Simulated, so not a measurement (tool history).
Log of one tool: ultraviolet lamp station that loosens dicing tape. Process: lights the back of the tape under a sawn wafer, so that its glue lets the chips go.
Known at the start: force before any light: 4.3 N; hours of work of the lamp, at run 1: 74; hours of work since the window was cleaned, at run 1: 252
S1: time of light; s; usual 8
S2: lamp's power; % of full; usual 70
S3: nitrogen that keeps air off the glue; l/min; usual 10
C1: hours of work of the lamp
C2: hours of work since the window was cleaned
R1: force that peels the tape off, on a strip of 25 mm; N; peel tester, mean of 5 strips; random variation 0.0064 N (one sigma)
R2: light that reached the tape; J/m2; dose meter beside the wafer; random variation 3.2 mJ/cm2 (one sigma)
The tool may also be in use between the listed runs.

run   hour  S1  S2  S3   C1   C2     R1    R2
  1    0.0   8  70  10   74  252  0.228  4630
  2   19.0   8  70  10   87  265  0.223  4580
  3   35.2   8  70  10   98  276  0.246  4580
  4   54.2   8  70  10  111  290  0.238  4510
  5   64.4   8  70   7  118  297  0.316  4500
  6   78.0   8  70   7  128  306  0.310  4510
  7   93.5   8  70   7  139  317  0.300  4490
  8  110.1   8  70   7  150  328  0.308  4460
  9  117.7   6  70  10  155  334  0.429  3360
 10  132.0   6  70  10  165  344  0.441  3300
 11  140.1   6  70  10  171  349  0.430  3300
 12  149.9   6  70  10  178  356  0.428  3330
 13  165.7   4  70  10  189  367  0.903  2150
 14  173.3  12  70  10  194  372  0.141  6510
 15  182.5  12  70  10  200  378  0.135  6550
 16  198.6  12  70  10  211  390  0.122  6450
 17  214.6   8  70  10  223  401  0.261  4320
 18  231.1   8  70  10  234  412  0.275  4250
 19  248.0   8  70  17  246  424  0.193  4260
 20  263.3   8  70  10  256  435  0.272  4240
 21  271.9   8  63  10  262  440  0.336  3800
     283.4  -- window cleaned of glue's vapour
 22  288.1   8  63  10  273    3  0.374  3420
 23  300.9   8  63  10  282   12  0.388  3450
 24  313.0   8  71  11  290   21  0.287  3860
 25  321.2   8  61   5  296   26  0.695  3290
 26  340.0   8  61   5  309   39  0.693  3300
 27  347.9   8  61   5  315   45  0.713  3240
 28  361.1   5  70  19  324   54  0.548  2320
 29  373.4   9  75   4  332   62  0.490  4490
     389.4  -- window cleaned of glue's vapour, once more
 30  391.9   8  68  10  345    2  0.245  4400
 31  410.5   4  82  16  358   15  0.483  2650
 32  423.7   9  79  16  367   24  0.148  5760
 33  435.7  11  90  16  375   32  0.119  7920
 34  448.9   4  67  11  384   41  0.819  2150
 35  462.9   4  67  19  394   51  0.643  2110
 36  481.4   7  77  11  407   64  0.245  4230
 37  489.5   4  77  11  412   69  0.715  2460
 38  506.6   8  83   5  424   81  0.308  5190
 39  525.2   8  83   5  437   94  0.316  5190
 40  536.2   8  83   5  445  102  0.318  5170
 41  550.3   8  83   5  454  111  0.319  5090
 42  562.2   5  68   9  463  120  0.685  2620

Hidden state or all else? Some run-to-run changes of R1, split into what the settings, what came in and random variation would give without the hidden state, and what is left for the hidden state (with any gauge scatter that isn't in both results):
The hidden state here: lamp's light, % of a new lamp's; light that the window lets through, % of a clean one's; drift of the gauge itself on peel_n, %; drift of the gauge itself on dose_mj_cm2, %.
Run 12 -> 13: S1 6 -> 4. R1 +0.475 N: hidden state +0.082, all else +0.393.
Run 13 -> 14: S1 4 -> 12. R1 -0.762 N: hidden state -0.168, all else -0.594.
Run 24 -> 25: S2 71 -> 61, S3 11 -> 5. R1 +0.408 N: hidden state +0.167, all else +0.241.
Run 29 -> 30: S1 9 -> 8, S2 75 -> 68, S3 4 -> 10, window cleaned of glue's vapour, once more. R1 -0.245 N: hidden state -0.177, all else -0.068.
Run 33 -> 34: S1 11 -> 4, S2 90 -> 67, S3 16 -> 11. R1 +0.700 N: hidden state +0.138, all else +0.562.
